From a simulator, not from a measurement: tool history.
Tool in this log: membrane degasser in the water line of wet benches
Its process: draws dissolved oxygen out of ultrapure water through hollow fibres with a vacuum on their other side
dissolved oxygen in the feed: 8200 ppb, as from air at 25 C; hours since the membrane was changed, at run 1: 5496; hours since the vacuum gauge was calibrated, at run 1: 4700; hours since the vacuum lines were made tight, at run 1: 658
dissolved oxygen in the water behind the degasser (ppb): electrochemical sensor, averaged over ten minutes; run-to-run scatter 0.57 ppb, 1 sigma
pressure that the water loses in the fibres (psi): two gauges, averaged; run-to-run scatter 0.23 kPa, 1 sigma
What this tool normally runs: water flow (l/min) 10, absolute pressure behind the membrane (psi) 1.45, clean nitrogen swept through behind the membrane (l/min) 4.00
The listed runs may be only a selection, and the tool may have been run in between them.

| run | hour | water flow (l/min) | absolute pressure behind the membrane (psi) | clean nitrogen swept through behind the membrane (l/min) | hours since the membrane was changed | hours since the vacuum gauge was calibrated | hours since the vacuum lines were made tight | dissolved oxygen in the water behind the degasser (ppb) | pressure that the water loses in the fibres (psi) |
|---|---|---|---|---|---|---|---|---|---|
| 1 | 0.0 | 10 | 1.45 | 4.00 | 5496 | 4700 | 658 | 49.4 | 8.367 |
| 2 | 127.8 | 10 | 1.45 | 4.00 | 5624 | 4828 | 786 | 50.2 | 8.393 |
| 3 | 374.5 | 10 | 1.45 | 4.00 | 5871 | 5075 | 1032 | 49.4 | 8.351 |
| 4 | 549.0 | 10 | 1.45 | 11.44 | 6045 | 5249 | 1207 | 21.6 | 8.370 |
| 5 | 739.8 | 10 | 1.45 | 11.44 | 6236 | 5440 | 1398 | 22.2 | 8.327 |
| 6 | 855.9 | 10 | 1.31 | 4.00 | 6352 | 5556 | 1514 | 42.2 | 8.325 |
| 7 | 1091.6 | 10 | 1.70 | 4.00 | 6588 | 5792 | 1749 | 59.4 | 8.418 |
| 8 | 1359.3 | 10 | 1.70 | 4.00 | 6856 | 6060 | 2017 | 59.9 | 8.303 |
| 9 | 1522.5 | 10 | 1.45 | 2.55 | 7019 | 6223 | 2180 | 72.6 | 8.366 |
| 10 | 1715.0 | 11 | 1.45 | 4.00 | 7212 | 6415 | 2373 | 57.8 | 9.197 |
| 11 | 1920.9 | 11 | 1.45 | 4.00 | 7417 | 6621 | 2579 | 57.1 | 9.194 |
|  | 2027.2 | vacuum gauge calibrated |
| 12 | 2040.7 | 11 | 1.45 | 4.00 | 7537 | 14 | 2698 | 57.3 | 9.219 |
| 13 | 2161.4 | 11 | 1.45 | 4.00 | 7657 | 134 | 2819 | 57.3 | 9.236 |
| 14 | 2334.5 | 11 | 1.45 | 4.00 | 7830 | 307 | 2992 | 57.6 | 9.251 |
| 15 | 2452.7 | 11 | 1.45 | 4.00 | 7949 | 426 | 3110 | 56.6 | 9.237 |
| 16 | 2671.1 | 10 | 1.45 | 4.00 | 8167 | 644 | 3328 | 49.2 | 8.343 |
| 17 | 2840.9 | 10 | 1.45 | 4.00 | 8337 | 814 | 3498 | 49.2 | 8.363 |
| 18 | 3039.6 | 10 | 0.97 | 5.72 | 8536 | 1012 | 3697 | 22.2 | 8.388 |
| 19 | 3152.8 | 10 | 1.13 | 2.77 | 8649 | 1126 | 3810 | 48.1 | 8.450 |
| 20 | 3273.3 | 9 | 1.45 | 4.00 | 8769 | 1246 | 3931 | 43.0 | 7.556 |
| 21 | 3391.1 | 9 | 1.45 | 6.88 | 8887 | 1364 | 4048 | 26.0 | 7.478 |
| 22 | 3518.2 | 9 | 1.45 | 6.88 | 9014 | 1491 | 4175 | 26.5 | 7.601 |
| 23 | 3682.0 | 10 | 2.06 | 6.88 | 9178 | 1655 | 4339 | 46.1 | 8.380 |
| 24 | 3897.1 | 10 | 3.10 | 7.61 | 9393 | 1870 | 4554 | 66.9 | 8.377 |
| 25 | 4100.7 | 8 | 1.45 | 8.89 | 9597 | 2074 | 4758 | 17.6 | 6.701 |
| 26 | 4222.6 | 8 | 1.45 | 8.89 | 9719 | 2195 | 4880 | 17.9 | 6.678 |
| 27 | 4480.2 | 8 | 1.31 | 7.18 | 9976 | 2453 | 5137 | 18.5 | 6.752 |
| 28 | 4702.2 | 9 | 1.45 | 2.40 | 10198 | 2675 | 5359 | 68.2 | 7.509 |
| 29 | 4928.7 | 14 | 1.45 | 2.40 | 10425 | 2902 | 5586 | 120.7 | 11.645 |
| 30 | 5037.4 | 10 | 1.52 | 2.40 | 10533 | 3010 | 5695 | 82.2 | 8.366 |
| 31 | 5209.8 | 9 | 0.97 | 5.92 | 10706 | 3183 | 5867 | 17.3 | 7.588 |
| 32 | 5375.7 | 10 | 2.13 | 2.07 | 10872 | 3348 | 6033 | 139.6 | 8.412 |

Entry by entry between the runs, the difference in hidden state between the last listed run before and the first listed run after:
From run 11 to run 12: vacuum gauge calibrated (hour 2027.2)
  true pressure behind the membrane over the reading, kPa: 0.01 -> 0
